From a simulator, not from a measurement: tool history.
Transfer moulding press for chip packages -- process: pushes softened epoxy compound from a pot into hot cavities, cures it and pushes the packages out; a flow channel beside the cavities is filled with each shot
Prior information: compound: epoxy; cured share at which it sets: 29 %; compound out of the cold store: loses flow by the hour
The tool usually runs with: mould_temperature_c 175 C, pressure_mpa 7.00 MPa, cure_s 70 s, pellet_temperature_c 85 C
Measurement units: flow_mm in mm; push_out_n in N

run	hour	mould_temperature_c	pressure_mpa	cure_s	pellet_temperature_c	incoming compound's hours out of the cold store	flow_mm	push_out_n
1	0.0	175	7.00	70	85	31.7	688	397
2	11.0	175	7.00	70	85	43.8	654	448
3	23.9	175	7.00	70	78	37.1	675	530
4	40.3	172	7.00	70	85	37.2	669	714
5	51.5	172	7.00	70	85	28.3	684	707
# hour 64.9: cavities cleaned with cleaning compound and waxed
6	65.0	176	7.00	70	85	45.7	645	393
# hour 72.8: plunger's sealing rings changed
7	81.8	180	7.00	70	85	9.1	809	380

What does the tool deliver on the next run?
8	100.6	177	5.73	58	85	31.5	?	?

Run 8 yielded flow_mm 699 mm, push_out_n 816 N.
On a tool with no hidden condition, and with the same random variation, this run would have come out at flow_mm 704 mm, push_out_n 603 N.
